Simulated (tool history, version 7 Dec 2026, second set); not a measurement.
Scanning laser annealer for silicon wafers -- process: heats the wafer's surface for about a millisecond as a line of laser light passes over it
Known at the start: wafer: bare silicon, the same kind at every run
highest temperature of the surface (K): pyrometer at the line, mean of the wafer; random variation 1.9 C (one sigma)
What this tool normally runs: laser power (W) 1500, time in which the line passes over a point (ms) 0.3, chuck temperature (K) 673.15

| run | day | laser power (W) | time in which the line passes over a point (ms) | chuck temperature (K) | highest temperature of the surface (K) |
|---|---|---|---|---|---|
| 1 | 0 | 1500 | 0.3 | 673.15 | 1469.15 |
| 2 | 2.117 | 1500 | 0.3 | 673.15 | 1474.15 |
| 3 | 3.575 | 1500 | 0.3 | 673.15 | 1473.15 |
| 4 | 5.846 | 1500 | 0.3 | 673.15 | 1470.15 |
| 5 | 7.746 | 1500 | 0.3 | 673.15 | 1469.15 |
| 6 | 10.283 | 1500 | 0.271 | 673.15 | 1432.15 |
| 7 | 12.538 | 1500 | 0.3 | 665.15 | 1462.15 |
| 8 | 14.054 | 1500 | 0.3 | 669.15 | 1468.15 |
| 9 | 16.258 | 1500 | 0.3 | 673.15 | 1472.15 |
| 10 | 17.529 | 1500 | 0.3 | 673.15 | 1469.15 |
| 11 | 19.479 | 1500 | 0.3 | 673.15 | 1468.15 |
| 12 | 21.471 | 1500 | 0.3 | 673.15 | 1471.15 |
| 13 | 24.329 | 1500 | 0.3 | 673.15 | 1466.15 |
| 14 | 26.292 | 1296 | 0.3 | 673.15 | 1329.15 |
| 15 | 28.396 | 1296 | 0.3 | 673.15 | 1326.15 |
| 16 | 29.667 | 1500 | 0.3 | 673.15 | 1470.15 |
|  | 30.171 | window over the wafer cleaned |
| 17 | 31.429 | 1500 | 0.3 | 673.15 | 1470.15 |
|  | 32.358 | optics aligned, line set to its width |
| 18 | 33.85 | 1500 | 0.3 | 673.15 | 1475.15 |
| 19 | 36.517 | 1500 | 0.366 | 673.15 | 1553.15 |
| 20 | 39.321 | 1500 | 0.242 | 673.15 | 1388.15 |
| 21 | 41.754 | 1500 | 0.242 | 673.15 | 1390.15 |
| 22 | 42.996 | 1500 | 0.242 | 673.15 | 1388.15 |
| 23 | 45.271 | 1429 | 0.272 | 677.15 | 1390.15 |
| 24 | 47.717 | 1549 | 0.271 | 637.15 | 1428.15 |
| 25 | 49.792 | 1595 | 0.219 | 652.15 | 1391.15 |
| 26 | 52.408 | 1576 | 0.292 | 652.15 | 1492.15 |
| 27 | 53.75 | 1576 | 0.292 | 652.15 | 1496.15 |
| 28 | 56.475 | 1594 | 0.3 | 712.15 | 1577.15 |
| 29 | 58.567 | 1373 | 0.222 | 712.15 | 1318.15 |
| 30 | 59.929 | 1442 | 0.213 | 709.15 | 1344.15 |
| 31 | 61.388 | 1389 | 0.318 | 673.15 | 1416.15 |
| 32 | 62.771 | 1389 | 0.318 | 673.15 | 1413.15 |
| 33 | 64.304 | 1500 | 0.3 | 681.15 | 1481.15 |
| 34 | 67.15 | 1500 | 0.289 | 681.15 | 1461.15 |
| 35 | 69.483 | 1611 | 0.3 | 673.15 | 1550.15 |
| 36 | 72.254 | 1611 | 0.3 | 673.15 | 1549.15 |
| 37 | 74.308 | 1343 | 0.3 | 710.15 | 1399.15 |
| 38 | 75.525 | 1500 | 0.331 | 646.15 | 1484.15 |
| 39 | 77.938 | 1642 | 0.367 | 658.15 | 1652.15 |
| 40 | 79.862 | 1324 | 0.217 | 673.15 | 1245.15 |
|  | 81.371 | window over the wafer cleaned |
| 41 | 82.167 | 1500 | 0.227 | 637.15 | 1327.15 |
| 42 | 83.554 | 1564 | 0.315 | 643.15 | 1512.15 |

Branching from run 42: 3 alternative next runs. What would each branch give?
| A | 84.783 | 1289 | 0.289 | 653.15 | ? |
| B | 84.783 | 1500 | 0.3 | 695.15 | ? |
| C | 84.783 | 1276 | 0.296 | 684.15 | ? |

| run | highest temperature of the surface (K) |
|---|---|
| A | 1290.15 |
| B | 1490.15 |
| C | 1323.15 |
Stripped of hidden state, with their random variation kept, the same runs would have yielded:
| run | highest temperature of the surface (K) |
|---|---|
| A | 1290.15 |
| B | 1491.15 |
| C | 1324.15 |
